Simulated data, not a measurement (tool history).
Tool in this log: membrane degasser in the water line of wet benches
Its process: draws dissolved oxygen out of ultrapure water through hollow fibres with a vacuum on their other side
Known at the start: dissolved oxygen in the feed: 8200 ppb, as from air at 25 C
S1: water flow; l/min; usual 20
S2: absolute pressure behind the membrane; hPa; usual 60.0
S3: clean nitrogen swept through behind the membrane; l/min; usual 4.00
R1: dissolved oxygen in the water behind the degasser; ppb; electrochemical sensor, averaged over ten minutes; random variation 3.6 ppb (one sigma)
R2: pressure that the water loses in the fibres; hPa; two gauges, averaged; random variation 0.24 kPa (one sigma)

{"run": 1, "day": 0.0, "S1": 20, "S2": 60.0, "S3": 4.0, "R1": 371.8, "R2": 630.0}
{"run": 2, "day": 1.338, "S1": 20, "S2": 60.0, "S3": 4.0, "R1": 367.1, "R2": 632.4}
{"run": 3, "day": 2.525, "S1": 20, "S2": 60.0, "S3": 4.0, "R1": 369.8, "R2": 628.3}
{"run": 4, "day": 4.096, "S1": 20, "S2": 60.0, "S3": 4.0, "R1": 367.2, "R2": 629.1}
{"run": 5, "day": 5.025, "S1": 20, "S2": 61.6, "S3": 4.0, "R1": 370.6, "R2": 629.9}
{"run": 6, "day": 6.675, "S1": 20, "S2": 140.3, "S3": 4.0, "R1": 467.2, "R2": 630.7}
{"run": 7, "day": 7.475, "S1": 20, "S2": 140.3, "S3": 4.0, "R1": 462.8, "R2": 632.1}
{"run": 8, "day": 8.617, "S1": 27, "S2": 60.0, "S3": 4.0, "R1": 617.4, "R2": 853.7}
{"run": 9, "day": 9.558, "S1": 20, "S2": 60.0, "S3": 4.0, "R1": 369.9, "R2": 632.2}
{"run": 10, "day": 10.446, "S1": 20, "S2": 60.0, "S3": 9.67, "R1": 353.0, "R2": 624.3}
{"run": 11, "day": 11.275, "S1": 20, "S2": 60.0, "S3": 9.67, "R1": 348.1, "R2": 632.9}
{"run": 12, "day": 12.329, "S1": 20, "S2": 60.0, "S3": 9.67, "R1": 358.0, "R2": 628.4}
{"run": 13, "day": 13.583, "S1": 20, "S2": 60.0, "S3": 9.67, "R1": 347.2, "R2": 634.0}
{"run": 14, "day": 14.708, "S1": 20, "S2": 60.0, "S3": 2.72, "R1": 388.1, "R2": 629.8}
{"run": 15, "day": 15.625, "S1": 20, "S2": 60.0, "S3": 2.72, "R1": 381.3, "R2": 632.4}
{"run": 16, "day": 16.667, "S1": 20, "S2": 60.0, "S3": 4.0, "R1": 368.5, "R2": 631.9}
{"run": 17, "day": 17.454, "S1": 20, "S2": 60.0, "S3": 4.0, "R1": 370.4, "R2": 624.3}
{"run": 18, "day": 18.475, "S1": 20, "S2": 60.0, "S3": 4.0, "R1": 365.4, "R2": 629.5}
{"run": 19, "day": 19.317, "S1": 20, "S2": 60.0, "S3": 9.75, "R1": 356.4, "R2": 632.4}
{"run": 20, "day": 20.417, "S1": 20, "S2": 60.0, "S3": 6.03, "R1": 361.3, "R2": 632.6}
{"run": 21, "day": 21.988, "S1": 14, "S2": 91.5, "S3": 9.04, "R1": 177.4, "R2": 439.1}
{"run": 22, "day": 23.492, "S1": 14, "S2": 91.5, "S3": 9.04, "R1": 180.7, "R2": 442.8}
{"run": 23, "day": 24.933, "S1": 20, "S2": 60.0, "S3": 1.62, "R1": 413.8, "R2": 631.1}
{"run": 24, "day": 26.396, "S1": 23, "S2": 60.0, "S3": 5.82, "R1": 473.1, "R2": 724.9}
{"run": 25, "day": 28.108, "S1": 23, "S2": 60.0, "S3": 5.82, "R1": 473.4, "R2": 729.0}
{"run": 26, "day": 29.417, "S1": 23, "S2": 60.0, "S3": 5.82, "R1": 466.0, "R2": 725.2}
{"run": 27, "day": 31.096, "S1": 28, "S2": 113.1, "S3": 2.78, "R1": 797.9, "R2": 886.2}
{"run": 28, "day": 32.508, "S1": 28, "S2": 90.4, "S3": 4.53, "R1": 694.7, "R2": 879.3}
{"run": 29, "day": 33.608, "S1": 14, "S2": 42.6, "S3": 4.53, "R1": 163.7, "R2": 441.0}
{"run": 30, "day": 35.108, "S1": 20, "S2": 135.9, "S3": 4.0, "R1": 467.7, "R2": 634.4}
{"run": 31, "day": 36.754, "S1": 25, "S2": 83.9, "S3": 4.0, "R1": 589.0, "R2": 787.8}
{"run": 32, "day": 37.738, "S1": 25, "S2": 83.9, "S3": 4.0, "R1": 583.7, "R2": 787.5}
{"run": 33, "day": 39.258, "S1": 17, "S2": 49.1, "S3": 2.03, "R1": 280.2, "R2": 533.5}

Consider 3 possible next runs. They are alternatives, not a sequence: every one starts from the tool as it was left by run 33. What does each give?
{"run": "A", "day": 41.033, "S1": 13, "S2": 45.7, "S3": 1.76, "R1": "?", "R2": "?"}
{"run": "B", "day": 41.033, "S1": 20, "S2": 60.0, "S3": 9.97, "R1": "?", "R2": "?"}
{"run": "C", "day": 41.033, "S1": 21, "S2": 63.9, "S3": 4.0, "R1": "?", "R2": "?"}

run=A R1=154.3 R2=413.4
run=B R1=355.0 R2=632.7
run=C R1=411.2 R2=661.9
The same runs, with their run-to-run variation unchanged, on a tool lacking any hidden condition would have given:
run=A R1=144.0 R2=407.0
run=B R1=337.6 R2=622.9
run=C R1=391.7 R2=651.7
